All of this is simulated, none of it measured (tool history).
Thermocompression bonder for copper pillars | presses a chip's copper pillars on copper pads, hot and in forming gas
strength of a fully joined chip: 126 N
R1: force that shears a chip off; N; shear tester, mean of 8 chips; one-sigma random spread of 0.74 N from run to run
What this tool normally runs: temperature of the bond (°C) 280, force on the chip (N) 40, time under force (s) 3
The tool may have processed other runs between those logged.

Run 1, hour 0: usual settings. Result: R1 81.2 N.
Run 2, hour 25.7: usual settings. Result: R1 78.8 N.
Run 3, hour 63.8: usual settings. Result: R1 78.4 N.
Run 4, hour 93: usual settings. Result: R1 79 N.
At hour 98.8: force cell calibrated.
Run 5, hour 127.8: usual settings but temperature of the bond (°C) 298. Result: R1 94.9 N.
Run 6, hour 170.8: usual settings but time under force (s) 2. Result: R1 67 N.
At hour 195.2: force cell calibrated, once more.
Run 7, hour 203.9: usual settings but time under force (s) 2. Result: R1 63.2 N.
At hour 212.6: forming gas filter changed.
Run 8, hour 228: usual settings but time under force (s) 2. Result: R1 67.5 N.
Run 9, hour 274.8: usual settings but temperature of the bond (°C) 291, time under force (s) 2. Result: R1 76.9 N.
Run 10, hour 307: usual settings but temperature of the bond (°C) 277, force on the chip (N) 29, time under force (s) 2. Result: R1 53.1 N.
Run 11, hour 333.6: usual settings but force on the chip (N) 55, time under force (s) 2. Result: R1 75.9 N.
Run 12, hour 375.5: usual settings but temperature of the bond (°C) 298, force on the chip (N) 55, time under force (s) 8. Result: R1 111.3 N.
Run 13, hour 406.2: usual settings but temperature of the bond (°C) 267, force on the chip (N) 44, time under force (s) 2. Result: R1 54.9 N.
At hour 422.4: forming gas filter changed.
Run 14, hour 427.6: usual settings but force on the chip (N) 29, time under force (s) 2. Result: R1 57.6 N.
Run 15, hour 449.2: usual settings but temperature of the bond (°C) 257, force on the chip (N) 28, time under force (s) 4. Result: R1 48 N.

Each row is a separate what-if for the run after 15, all from the same tool condition, not one after another. Results?
Run A, hour 496.1: usual settings but temperature of the bond (°C) 276, force on the chip (N) 32, time under force (s) 6. Result: R1 ?.
Run B, hour 496.1: usual settings but temperature of the bond (°C) 304. Result: R1 ?.
Run C, hour 496.1: usual settings but temperature of the bond (°C) 268. Result: R1 ?.
Run D, hour 496.1: usual settings but temperature of the bond (°C) 308, force on the chip (N) 54, time under force (s) 2. Result: R1 ?.

run     R1
  A   80.5
  B   95.5
  C     63
  D  100.7
Take away the tool's hidden state, keep each run's random variation, and the runs would have read:
run     R1
  A   92.9
  B  105.8
  C   75.2
  D  110.5
